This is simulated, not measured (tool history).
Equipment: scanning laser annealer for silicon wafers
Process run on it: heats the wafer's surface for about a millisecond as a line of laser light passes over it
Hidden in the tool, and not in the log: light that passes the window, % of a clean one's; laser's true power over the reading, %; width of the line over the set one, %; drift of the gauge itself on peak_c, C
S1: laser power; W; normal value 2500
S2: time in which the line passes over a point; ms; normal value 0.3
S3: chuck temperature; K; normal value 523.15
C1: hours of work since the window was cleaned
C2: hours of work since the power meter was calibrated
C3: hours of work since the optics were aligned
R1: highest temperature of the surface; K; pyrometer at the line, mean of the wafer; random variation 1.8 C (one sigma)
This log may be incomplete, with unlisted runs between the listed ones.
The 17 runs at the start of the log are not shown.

run	hour	S1	S2	S3	C1	C2	C3	R1
18	1158.5	2397	0.3	523.15	91	1158	1064	1233.15
19	1238.2	2369	0.3	523.15	151	1218	1124	1224.15
# hour 1274.4: optics aligned, line set to its width
20	1343.8	2369	0.3	523.15	226	1293	52	1224.15
21	1420.2	2469	0.263	517.15	283	1350	109	1212.15
22	1491.2	2208	0.288	521.15	336	1403	162	1151.15
23	1564	2208	0.288	521.15	391	1458	217	1152.15
24	1627.6	2208	0.288	521.15	439	1506	265	1149.15
25	1686.2	2208	0.288	521.15	483	1550	308	1149.15
26	1750.4	2500	0.304	554.15	531	1598	357	1308.15
# hour 1756.7: window over the wafer cleaned
27	1819.9	2500	0.304	554.15	47	1648	407	1306.15
28	1892.6	2720	0.212	523.15	102	1703	462	1240.15
29	1986.2	2232	0.3	484.15	172	1773	532	1133.15
30	2028.1	2232	0.3	484.15	203	1804	563	1131.15
31	2099.3	2232	0.3	484.15	257	1858	616	1135.15
32	2142.3	2314	0.358	517.15	289	1890	649	1252.15
33	2224.5	2314	0.358	517.15	350	1951	710	1253.15
34	2310.1	2314	0.358	517.15	415	2015	774	1248.15
35	2360.7	2314	0.267	491.15	452	2053	812	1136.15
36	2405.5	2553	0.281	527.15	486	2087	846	1277.15

What does the tool deliver on the next run?
# hour 2471.5: window over the wafer cleaned
37	2473.2	2552	0.297	544.15	1	2136	895	?

R1: 1310.15 K
Without the tool's hidden state the same run would have given R1 1310.15 K.
